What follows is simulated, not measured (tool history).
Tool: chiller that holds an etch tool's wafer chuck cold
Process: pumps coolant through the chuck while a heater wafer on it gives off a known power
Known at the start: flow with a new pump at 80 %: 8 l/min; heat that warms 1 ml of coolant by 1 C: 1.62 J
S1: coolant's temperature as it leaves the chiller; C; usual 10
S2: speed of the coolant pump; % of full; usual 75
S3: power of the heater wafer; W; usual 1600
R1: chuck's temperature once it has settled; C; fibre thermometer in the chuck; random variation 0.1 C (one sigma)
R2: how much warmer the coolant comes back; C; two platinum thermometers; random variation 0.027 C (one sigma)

run 1 hour=0.0 | S1=10 S2=75 S3=1600 | R1=25.9 R2=7.99
run 2 hour=42.5 | S1=10 S2=75 S3=1600 | R1=25.9 R2=7.95
run 3 hour=64.5 | S1=10 S2=75 S3=1600 | R1=26.0 R2=8.00
run 4 hour=103.3 | S1=10 S2=75 S3=1600 | R1=26.0 R2=8.02
run 5 hour=148.9 | S1=10 S2=75 S3=1600 | R1=25.8 R2=7.99
run 6 hour=170.8 | S1=10 S2=75 S3=1600 | R1=26.1 R2=8.02
run 7 hour=210.4 | S1=10 S2=75 S3=1600 | R1=26.0 R2=8.04
run 8 hour=258.9 | S1=10 S2=75 S3=1600 | R1=26.1 R2=7.96
run 9 hour=301.2 | S1=10 S2=75 S3=1600 | R1=26.1 R2=8.03
run 10 hour=324.9 | S1=20 S2=75 S3=824 | R1=28.4 R2=4.11
run 11 hour=376.7 | S1=17 S2=99 S3=1042 | R1=25.7 R2=3.98
run 12 hour=420.0 | S1=17 S2=99 S3=1696 | R1=31.3 R2=6.50
run 13 hour=442.6 | S1=17 S2=99 S3=1696 | R1=31.4 R2=6.46
run 14 hour=471.8 | S1=11 S2=78 S3=985 | R1=20.9 R2=4.77
run 15 hour=507.8 | S1=19 S2=90 S3=1296 | R1=30.9 R2=5.45
run 16 hour=555.4 | S1=19 S2=69 S3=897 | R1=28.8 R2=4.93

The next listed run, before its measurement:
run 17 hour=579.1 | S1=7 S2=90 S3=1088 | R1=? R2=?

Run 17 gave R1 16.9 C, R2 4.57 C.
Without the tool's hidden state the same run would have given R1 16.4 C, R2 4.50 C.
